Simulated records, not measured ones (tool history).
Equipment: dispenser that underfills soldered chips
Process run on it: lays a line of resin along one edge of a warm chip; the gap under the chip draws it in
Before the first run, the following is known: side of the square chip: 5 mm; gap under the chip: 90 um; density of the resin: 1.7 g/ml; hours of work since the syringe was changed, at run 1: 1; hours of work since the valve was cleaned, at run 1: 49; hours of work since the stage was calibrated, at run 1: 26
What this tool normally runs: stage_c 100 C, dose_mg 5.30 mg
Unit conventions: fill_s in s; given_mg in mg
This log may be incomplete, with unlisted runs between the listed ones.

run   hour  stage_c  dose_mg  hours of work since the syringe was changed  hours of work since the valve was cleaned  hours of work since the stage was calibrated  fill_s  given_mg
  1    0.0      100     5.30                                            1                                         49                                            26    21.1      5.21
  2    3.7       94     5.30                                            4                                         51                                            29    31.0      5.20
  3    6.1       94     5.30                                            5                                         53                                            30    33.5      5.16
       8.5  -- new syringe of resin
  4   11.6      100     5.30                                            2                                         56                                            33    22.2      5.17
  5   15.7      100     5.30                                            4                                         58                                            36    25.4      5.17
      19.1  -- new syringe of resin
  6   20.1      100     5.30                                            1                                         61                                            38    20.4      5.25
  7   23.6      100     5.30                                            3                                         63                                            40    22.9      5.20
  8   28.3      100     5.30                                            6                                         66                                            43    26.1      5.19
      29.8  -- new syringe of resin
  9   30.8      100     5.30                                            1                                         67                                            45    20.5      5.20
 10   32.9      100     5.30                                            2                                         69                                            46    21.9      5.19
 11   35.9      100     5.30                                            4                                         70                                            48    24.6      5.21
 12   40.0      108     5.30                                            6                                         73                                            50    20.2      5.14
      40.8  -- new syringe of resin
 13   44.2      105     5.30                                            2                                         75                                            53    17.4      5.17
 14   46.9      105     5.30                                            4                                         77                                            54    19.6      5.13
      51.7  -- new syringe of resin
 15   52.3      105     5.30                                            0                                         80                                            57    16.1      5.13
 16   57.0      100     5.30                                            3                                         83                                            60    23.6      5.10
 17   59.8      100     5.30                                            5                                         85                                            62    25.8      5.13
      62.4  -- new syringe of resin
 18   65.1      100     5.30                                            2                                         88                                            65    21.7      5.11
 19   68.9       85     5.00                                            4                                         90                                            67    49.8      4.89
 20   71.1      113     4.89                                            5                                         91                                            69    15.8      4.78
      73.0  -- new syringe of resin
 21   74.1      113     4.89                                            1                                         93                                            70    12.1      4.74
 22   79.2      115     6.46                                            4                                         96                                            73    12.8      6.26
 23   83.0      113     6.49                                            6                                         98                                            76    15.5      6.30
      83.7  -- new syringe of resin
      85.9  -- dispensing valve cleaned and set on the balance
 24   89.0       99     4.59                                            3                                          2                                            79    24.6      4.59
 25   91.6      101     5.06                                            4                                          3                                            80    24.4      5.02
 26   94.9      101     5.06                                            6                                          5                                            82    27.4      5.04
      95.6  -- new syringe of resin
 27  100.1       99     6.40                                            3                                          8                                            85    22.5      6.36
 28  103.3       94     6.12                                            5                                         10                                            87    31.1      6.09
 29  105.7      113     6.76                                            6                                         12                                            89    15.6      6.71
     106.3  -- new syringe of resin
 30  111.2      106     6.59                                            3                                         15                                            92    17.3      6.52
 31  116.2      114     5.59                                            6                                         18                                            95    15.3      5.50
     117.0  -- new syringe of resin
 32  119.9      114     5.59                                            2                                         20                                            97    11.6      5.54
 33  124.9       91     5.30                                            5                                         23                                           100    37.8      5.23
     127.6  -- new syringe of resin
 34  129.6       99     5.20                                            1                                         26                                           103    20.8      5.19
 35  133.4       95     4.58                                            4                                         28                                           105    30.7      4.50

Selected run-to-run steps in fill_s, each split into two signed amounts: the part the tool would show with no hidden state at all (from settings, incoming material and random variation), and the remainder, which goes to the hidden state together with any gauge scatter not common to the measured and the hidden-state-free results:
Hidden conditions of the tool in this case: resin's viscosity, % of fresh resin's; dose that the valve gives, % of what is set; true chip temperature over the reading, C; drift of the gauge itself on fill_s, %; drift of the gauge itself on given_mg, %.
Run 18 -> 19: stage_c 100 -> 85, dose_mg 5.30 -> 5.00. fill_s +28.1 s: hidden state +8.2, all else +19.9.
Run 19 -> 20: stage_c 85 -> 113, dose_mg 5.00 -> 4.89. fill_s -34.0 s: hidden state -5.7, all else -28.3.
Run 32 -> 33: stage_c 114 -> 91, dose_mg 5.59 -> 5.30. fill_s +26.2 s: hidden state +7.5, all else +18.7.
Run 33 -> 34: stage_c 91 -> 99, dose_mg 5.30 -> 5.20, new syringe of resin. fill_s -17.0 s: hidden state -7.6, all else -9.4.

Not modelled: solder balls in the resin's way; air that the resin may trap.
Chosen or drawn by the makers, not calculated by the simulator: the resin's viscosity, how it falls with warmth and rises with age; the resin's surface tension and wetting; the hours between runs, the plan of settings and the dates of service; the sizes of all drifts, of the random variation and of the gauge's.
